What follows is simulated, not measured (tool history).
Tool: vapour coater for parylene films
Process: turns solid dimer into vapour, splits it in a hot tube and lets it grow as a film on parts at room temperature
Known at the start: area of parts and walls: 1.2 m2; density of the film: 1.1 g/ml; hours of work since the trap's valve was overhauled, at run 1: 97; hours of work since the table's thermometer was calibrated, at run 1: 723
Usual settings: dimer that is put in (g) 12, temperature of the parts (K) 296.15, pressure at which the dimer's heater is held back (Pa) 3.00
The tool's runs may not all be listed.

| run | day | dimer that is put in (g) | temperature of the parts (K) | pressure at which the dimer's heater is held back (Pa) | hours of work since the trap's valve was overhauled | hours of work since the table's thermometer was calibrated | thickness of the film (nm) |
|---|---|---|---|---|---|---|---|
| 1 | 0.000 | 12 | 296.15 | 3.00 | 97 | 723 | 7980 |
| 2 | 2.521 | 12 | 296.15 | 2.02 | 143 | 769 | 8540 |
| 3 | 3.988 | 9 | 296.15 | 3.00 | 170 | 796 | 5930 |
| 4 | 5.679 | 9 | 296.15 | 3.00 | 201 | 828 | 5950 |
| 5 | 7.729 | 6 | 296.15 | 3.00 | 239 | 865 | 3960 |
| 6 | 9.258 | 6 | 296.15 | 5.47 | 267 | 894 | 3550 |
| 7 | 12.021 | 12 | 296.15 | 3.00 | 318 | 944 | 7900 |
| 8 | 14.350 | 12 | 296.15 | 3.00 | 361 | 987 | 8010 |
| 9 | 16.617 | 20 | 296.15 | 3.00 | 403 | 1029 | 13220 |
| 10 | 18.962 | 12 | 296.15 | 4.15 | 446 | 1072 | 7400 |
|  | 20.912 | table's thermometer calibrated |
| 11 | 22.300 | 12 | 296.15 | 11.99 | 507 | 26 | 5970 |
| 12 | 24.825 | 12 | 296.15 | 3.01 | 554 | 72 | 7950 |
| 13 | 26.542 | 12 | 296.15 | 3.01 | 585 | 104 | 7920 |
| 14 | 28.562 | 12 | 293.15 | 8.18 | 622 | 141 | 7520 |
| 15 | 31.096 | 6 | 293.15 | 4.78 | 669 | 188 | 4240 |
|  | 32.333 | trap's valve overhauled |
| 16 | 34.083 | 6 | 293.15 | 4.78 | 32 | 240 | 4200 |
| 17 | 36.700 | 11 | 288.15 | 4.78 | 80 | 288 | 8110 |
| 18 | 38.742 | 11 | 288.15 | 4.78 | 118 | 326 | 8180 |
| 19 | 41.012 | 11 | 295.15 | 2.51 | 160 | 367 | 7940 |
| 20 | 42.533 | 11 | 295.15 | 2.51 | 188 | 396 | 8070 |
| 21 | 44.796 | 20 | 289.15 | 9.15 | 230 | 437 | 14790 |
| 22 | 48.004 | 12 | 297.15 | 10.22 | 289 | 496 | 5850 |
| 23 | 51.112 | 12 | 296.15 | 8.93 | 346 | 554 | 6370 |
| 24 | 52.946 | 11 | 296.15 | 8.93 | 380 | 588 | 5850 |
| 25 | 54.771 | 11 | 296.15 | 2.47 | 414 | 621 | 7650 |

Some steps in thickness of the film (nm) between neighbouring runs. How much of each would the tool show without its hidden state too (settings, what came in, random variation), and how much is left for the hidden state, with any gauge scatter that isn't in both results?
The hidden state here: vapour lost through the trap's worn valve, %; true temperature of the parts over the reading, C; drift of the gauge itself on film_um, %.
Run 8 -> 9: dimer that is put in (g) 12 -> 20. thickness of the film (nm) +5210: hidden state -20, all else +5230.
Run 9 -> 10: dimer that is put in (g) 20 -> 12, pressure at which the dimer's heater is held back (Pa) 3.00 -> 4.15. thickness of the film (nm) -5820: hidden state +20, all else -5840.
Run 20 -> 21: dimer that is put in (g) 11 -> 20, temperature of the parts (K) 295.15 -> 289.15, pressure at which the dimer's heater is held back (Pa) 2.51 -> 9.15. thickness of the film (nm) +6720: hidden state -10, all else +6730.
Run 21 -> 22: dimer that is put in (g) 20 -> 12, temperature of the parts (K) 289.15 -> 297.15, pressure at which the dimer's heater is held back (Pa) 9.15 -> 10.22. thickness of the film (nm) -8940: hidden state +0, all else -8940.

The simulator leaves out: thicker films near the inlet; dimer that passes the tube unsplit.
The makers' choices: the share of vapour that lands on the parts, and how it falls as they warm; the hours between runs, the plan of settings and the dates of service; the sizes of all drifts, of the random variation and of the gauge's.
